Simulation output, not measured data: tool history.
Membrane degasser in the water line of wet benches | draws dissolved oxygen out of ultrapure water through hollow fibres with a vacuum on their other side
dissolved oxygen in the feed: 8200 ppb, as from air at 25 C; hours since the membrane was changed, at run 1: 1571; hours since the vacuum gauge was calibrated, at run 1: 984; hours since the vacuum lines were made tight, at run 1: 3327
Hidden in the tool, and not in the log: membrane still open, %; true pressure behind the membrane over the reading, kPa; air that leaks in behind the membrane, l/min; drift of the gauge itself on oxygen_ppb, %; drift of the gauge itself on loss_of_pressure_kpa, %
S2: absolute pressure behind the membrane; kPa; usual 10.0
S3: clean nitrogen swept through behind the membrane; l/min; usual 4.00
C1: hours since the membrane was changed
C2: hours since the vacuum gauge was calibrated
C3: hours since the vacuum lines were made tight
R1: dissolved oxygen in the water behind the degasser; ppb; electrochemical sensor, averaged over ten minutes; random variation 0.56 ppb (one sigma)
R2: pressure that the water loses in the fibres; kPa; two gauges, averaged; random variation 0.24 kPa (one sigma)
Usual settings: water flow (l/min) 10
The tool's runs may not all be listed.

run 1 hour=0.0 | water_flow_(l/min)=10 S2=10.0 S3=4.00 | C1=1571 C2=984 C3=3327 | R1=49.6 R2=62.33
run 2 hour=65.2 | water_flow_(l/min)=10 S2=10.0 S3=4.00 | C1=1636 C2=1049 C3=3392 | R1=49.2 R2=62.37
run 3 hour=147.0 | water_flow_(l/min)=10 S2=10.0 S3=4.00 | C1=1718 C2=1131 C3=3474 | R1=48.6 R2=62.60
run 4 hour=204.7 | water_flow_(l/min)=10 S2=10.0 S3=4.00 | C1=1776 C2=1189 C3=3532 | R1=49.8 R2=62.35
run 5 hour=311.3 | water_flow_(l/min)=10 S2=10.0 S3=4.00 | C1=1883 C2=1295 C3=3638 | R1=49.6 R2=62.30
run 6 hour=392.7 | water_flow_(l/min)=10 S2=10.0 S3=4.00 | C1=1964 C2=1377 C3=3720 | R1=49.2 R2=62.41
run 7 hour=445.8 | water_flow_(l/min)=10 S2=20.3 S3=4.00 | C1=2017 C2=1430 C3=3773 | R1=112.7 R2=62.88
run 8 hour=549.0 | water_flow_(l/min)=10 S2=10.0 S3=9.14 | C1=2120 C2=1533 C3=3876 | R1=25.5 R2=62.50
run 9 hour=658.1 | water_flow_(l/min)=10 S2=10.0 S3=9.14 | C1=2229 C2=1642 C3=3985 | R1=25.9 R2=62.66
run 10 hour=730.9 | water_flow_(l/min)=10 S2=9.2 S3=4.00 | C1=2302 C2=1715 C3=4058 | R1=43.9 R2=62.67
run 11 hour=809.7 | water_flow_(l/min)=10 S2=9.2 S3=4.00 | C1=2381 C2=1794 C3=4137 | R1=44.8 R2=62.55
run 12 hour=873.6 | water_flow_(l/min)=10 S2=6.1 S3=4.00 | C1=2445 C2=1858 C3=4201 | R1=25.1 R2=62.81
-- hour=881.5 vacuum gauge calibrated
run 13 hour=938.5 | water_flow_(l/min)=8 S2=16.5 S3=4.00 | C1=2509 C2=57 C3=4265 | R1=71.3 R2=49.85
run 14 hour=1024.3 | water_flow_(l/min)=8 S2=12.0 S3=8.56 | C1=2595 C2=143 C3=4351 | R1=25.1 R2=50.41
-- hour=1058.7 vacuum gauge calibrated, once more
run 15 hour=1120.6 | water_flow_(l/min)=10 S2=15.1 S3=3.07 | C1=2691 C2=62 C3=4447 | R1=104.9 R2=62.65
run 16 hour=1225.3 | water_flow_(l/min)=11 S2=6.2 S3=4.69 | C1=2796 C2=167 C3=4551 | R1=27.1 R2=69.11
run 17 hour=1287.0 | water_flow_(l/min)=11 S2=6.2 S3=4.69 | C1=2857 C2=228 C3=4613 | R1=26.7 R2=69.23
run 18 hour=1383.1 | water_flow_(l/min)=11 S2=6.2 S3=4.69 | C1=2953 C2=324 C3=4709 | R1=26.9 R2=69.58
run 19 hour=1428.4 | water_flow_(l/min)=13 S2=24.0 S3=4.00 | C1=2999 C2=370 C3=4754 | R1=177.5 R2=81.61
run 20 hour=1520.7 | water_flow_(l/min)=15 S2=6.5 S3=3.00 | C1=3091 C2=462 C3=4847 | R1=59.5 R2=95.03
run 21 hour=1581.8 | water_flow_(l/min)=15 S2=7.0 S3=3.00 | C1=3152 C2=523 C3=4908 | R1=68.0 R2=94.76
run 22 hour=1637.3 | water_flow_(l/min)=9 S2=6.9 S3=4.41 | C1=3208 C2=579 C3=4963 | R1=25.7 R2=56.34
run 23 hour=1737.6 | water_flow_(l/min)=9 S2=6.3 S3=4.41 | C1=3308 C2=679 C3=5064 | R1=21.5 R2=57.03

Forecast each of these 3 alternatives for the next run:
run A hour=1805.3 | water_flow_(l/min)=7 S2=10.0 S3=2.25 | C1=3376 C2=747 C3=5131 | R1=? R2=?
run B hour=1805.3 | water_flow_(l/min)=14 S2=7.8 S3=5.25 | C1=3376 C2=747 C3=5131 | R1=? R2=?
run C hour=1805.3 | water_flow_(l/min)=8 S2=8.2 S3=4.00 | C1=3376 C2=747 C3=5131 | R1=? R2=?

run=A R1=57.3 R2=44.00
run=B R1=47.8 R2=88.07
run=C R1=29.4 R2=50.33
Without the tool's hidden state the same runs would have given:
run=A R1=54.2 R2=42.95
run=B R1=44.4 R2=85.97
run=C R1=27.6 R2=49.13
